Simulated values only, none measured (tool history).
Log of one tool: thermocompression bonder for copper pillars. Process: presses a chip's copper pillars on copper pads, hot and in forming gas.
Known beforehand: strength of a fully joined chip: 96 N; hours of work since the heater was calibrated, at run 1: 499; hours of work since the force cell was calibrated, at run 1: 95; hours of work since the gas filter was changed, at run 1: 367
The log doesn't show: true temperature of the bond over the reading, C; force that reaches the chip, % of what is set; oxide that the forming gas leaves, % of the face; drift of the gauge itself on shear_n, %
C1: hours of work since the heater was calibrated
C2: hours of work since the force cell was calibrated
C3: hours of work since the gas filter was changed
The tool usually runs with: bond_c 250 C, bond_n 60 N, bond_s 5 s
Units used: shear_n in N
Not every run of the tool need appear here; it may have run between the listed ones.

Run 1, hour 0.0: usual settings; C1 499; C2 95; C3 367. Result: shear_n 31.5 N.
Run 2, hour 14.0: usual settings; C1 507; C2 103; C3 376. Result: shear_n 31.3 N.
Run 3, hour 32.6: usual settings; C1 519; C2 115; C3 387. Result: shear_n 31.6 N.
Run 4, hour 46.0: usual settings; C1 527; C2 123; C3 396. Result: shear_n 31.8 N.
Run 5, hour 73.5: usual settings; C1 544; C2 140; C3 413. Result: shear_n 31.2 N.
Run 6, hour 86.9: usual settings; C1 552; C2 148; C3 421. Result: shear_n 31.4 N.
Run 7, hour 100.3: usual settings; C1 561; C2 157; C3 429. Result: shear_n 31.5 N.
Run 8, hour 119.8: usual settings; C1 573; C2 169; C3 441. Result: shear_n 31.5 N.
Run 9, hour 138.7: usual settings but bond_n 46 N; C1 584; C2 180; C3 453. Result: shear_n 25.2 N.
Run 10, hour 155.6: usual settings but bond_n 46 N; C1 595; C2 191; C3 463. Result: shear_n 25.1 N.
At hour 159.6: forming gas filter changed.
Run 11, hour 170.6: usual settings; C1 604; C2 200; C3 7. Result: shear_n 32.0 N.
Run 12, hour 195.1: usual settings but bond_n 54 N; C1 619; C2 215; C3 22. Result: shear_n 29.3 N.
At hour 213.1: heater calibrated with a thermocouple chip.
Run 13, hour 225.8: usual settings but bond_n 54 N; C1 8; C2 233; C3 40. Result: shear_n 31.7 N.
Run 14, hour 250.6: usual settings; C1 23; C2 248; C3 55. Result: shear_n 34.4 N.
Run 15, hour 263.6: usual settings; C1 31; C2 256; C3 63. Result: shear_n 34.4 N.
Run 16, hour 287.4: usual settings; C1 46; C2 271; C3 78. Result: shear_n 34.2 N.
Run 17, hour 304.0: usual settings but bond_c 259 C, bond_n 37 N, bond_s 4 s; C1 56; C2 281; C3 88. Result: shear_n 23.5 N.
Run 18, hour 334.0: usual settings but bond_c 252 C, bond_s 3 s; C1 75; C2 299; C3 107. Result: shear_n 28.6 N.
Run 19, hour 364.1: usual settings but bond_c 252 C, bond_s 3 s; C1 93; C2 318; C3 125. Result: shear_n 28.2 N.
At hour 367.3: force cell calibrated.
Run 20, hour 394.1: usual settings but bond_c 243 C, bond_n 42 N, bond_s 3 s; C1 111; C2 17; C3 143. Result: shear_n 18.5 N.
Run 21, hour 416.0: usual settings but bond_c 272 C, bond_n 82 N, bond_s 3 s; C1 124; C2 30; C3 156. Result: shear_n 44.6 N.
At hour 440.3: force cell calibrated, once more.
Run 22, hour 440.3: usual settings but bond_c 244 C, bond_n 38 N, bond_s 12 s; C1 139; C2 0; C3 170. Result: shear_n 30.8 N.
Run 23, hour 468.9: usual settings but bond_n 68 N, bond_s 12 s; C1 156; C2 18; C3 188. Result: shear_n 50.6 N.
Run 24, hour 498.2: usual settings but bond_c 256 C, bond_n 45 N; C1 174; C2 36; C3 206. Result: shear_n 28.4 N.
Run 25, hour 515.9: usual settings but bond_c 251 C, bond_n 77 N; C1 185; C2 47; C3 217. Result: shear_n 40.6 N.
Run 26, hour 539.7: usual settings but bond_c 251 C, bond_n 77 N; C1 200; C2 61; C3 232. Result: shear_n 40.5 N.
Run 27, hour 568.0: usual settings but bond_c 251 C, bond_n 77 N; C1 217; C2 79; C3 249. Result: shear_n 40.2 N.
Run 28, hour 595.5: usual settings but bond_c 255 C, bond_n 37 N, bond_s 9 s; C1 234; C2 96; C3 266. Result: shear_n 30.0 N.
Run 29, hour 623.1: usual settings but bond_c 255 C, bond_n 37 N, bond_s 9 s; C1 252; C2 113; C3 283. Result: shear_n 29.9 N.
Run 30, hour 646.3: usual settings but bond_c 255 C, bond_n 37 N, bond_s 9 s; C1 266; C2 127; C3 298. Result: shear_n 29.8 N.
Run 31, hour 667.9: usual settings but bond_c 255 C, bond_n 37 N, bond_s 9 s; C1 279; C2 141; C3 311. Result: shear_n 29.8 N.

Below, some changes in shear_n between adjacent runs. For each, the amount present without the hidden state too (settings, incoming material, random variation) and the amount remaining for the hidden state with gauge scatter not shared by both compared results:
Run 12 -> 13: heater calibrated with a thermocouple chip. shear_n +2.4 N: hidden state +2.2, all else +0.2.
Run 20 -> 21: bond_c 243 -> 272, bond_n 42 -> 82. shear_n +26.1 N: hidden state -0.3, all else +26.4.
Run 21 -> 22: bond_c 272 -> 244, bond_n 82 -> 38, bond_s 3 -> 12, force cell calibrated, once more. shear_n -13.8 N: hidden state -0.5, all else -13.3.
Run 22 -> 23: bond_c 244 -> 250, bond_n 38 -> 68. shear_n +19.8 N: hidden state -0.6, all else +20.4.
Run 23 -> 24: bond_c 250 -> 256, bond_n 68 -> 45, bond_s 12 -> 5. shear_n -22.2 N: hidden state +0.5, all else -22.7.
